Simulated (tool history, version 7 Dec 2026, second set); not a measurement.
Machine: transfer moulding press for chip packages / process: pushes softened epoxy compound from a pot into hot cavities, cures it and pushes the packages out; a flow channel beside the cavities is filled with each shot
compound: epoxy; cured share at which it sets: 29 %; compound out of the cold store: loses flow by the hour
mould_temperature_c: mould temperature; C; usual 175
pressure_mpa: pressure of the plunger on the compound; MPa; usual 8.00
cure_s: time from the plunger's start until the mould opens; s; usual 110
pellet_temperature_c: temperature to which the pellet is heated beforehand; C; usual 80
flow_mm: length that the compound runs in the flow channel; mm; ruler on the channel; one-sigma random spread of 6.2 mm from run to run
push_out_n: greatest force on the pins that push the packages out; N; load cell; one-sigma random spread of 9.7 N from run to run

| run | day | mould_temperature_c | pressure_mpa | cure_s | pellet_temperature_c | incoming compound's hours out of the cold store | flow_mm | push_out_n |
|---|---|---|---|---|---|---|---|---|
| 1 | 0.000 | 175 | 8.00 | 110 | 80 | 46.2 | 855 | 631 |
| 2 | 0.596 | 175 | 8.00 | 110 | 80 | 36.9 | 903 | 635 |
|  | 0.725 | cavities cleaned with cleaning compound and waxed |
| 3 | 1.292 | 175 | 8.00 | 110 | 70 | 15.2 | 955 | 506 |
| 4 | 1.925 | 175 | 8.00 | 110 | 70 | 30.4 | 900 | 572 |
| 5 | 2.492 | 175 | 8.00 | 110 | 80 | 40.3 | 881 | 636 |
| 6 | 3.129 | 175 | 8.00 | 110 | 80 | 27.5 | 908 | 662 |
|  | 3.333 | cavities cleaned with cleaning compound and waxed |
| 7 | 3.854 | 178 | 8.00 | 110 | 80 | 47.9 | 840 | 500 |
| 8 | 4.588 | 175 | 8.00 | 110 | 80 | 25.4 | 905 | 604 |
| 9 | 5.300 | 175 | 8.00 | 110 | 80 | 43.0 | 853 | 636 |
|  | 5.946 | cavities cleaned with cleaning compound and waxed |
| 10 | 6.067 | 175 | 8.00 | 110 | 80 | 39.1 | 856 | 470 |
| 11 | 6.775 | 175 | 8.00 | 110 | 80 | 33.3 | 861 | 585 |
| 12 | 7.471 | 175 | 8.00 | 138 | 80 | 46.5 | 837 | 579 |
| 13 | 8.121 | 175 | 8.00 | 138 | 80 | 24.0 | 880 | 649 |
|  | 8.567 | cavities cleaned with cleaning compound and waxed |
| 14 | 8.967 | 175 | 8.00 | 110 | 79 | 36.3 | 839 | 503 |
|  | 9.275 | plunger's sealing rings changed |
| 15 | 9.750 | 175 | 7.41 | 136 | 74 | 13.8 | 923 | 551 |
| 16 | 10.333 | 175 | 7.63 | 136 | 85 | 28.9 | 890 | 580 |
| 17 | 11.100 | 175 | 7.63 | 136 | 75 | 16.7 | 912 | 631 |
|  | 11.292 | cavities cleaned with cleaning compound and waxed |
| 18 | 11.662 | 175 | 7.63 | 136 | 75 | 28.8 | 878 | 472 |
| 19 | 12.371 | 173 | 6.12 | 116 | 75 | 31.1 | 788 | 591 |
| 20 | 12.875 | 173 | 8.32 | 116 | 75 | 15.8 | 951 | 615 |

Expected results for the next run?
| 21 | 13.550 | 175 | 8.15 | 110 | 72 | 14.7 | ? | ? |

Run 21 came out at flow_mm 934 mm, push_out_n 671 N.
On a tool with no hidden condition, and with the same random variation, this run would have come out at flow_mm 957 mm, push_out_n 448 N.
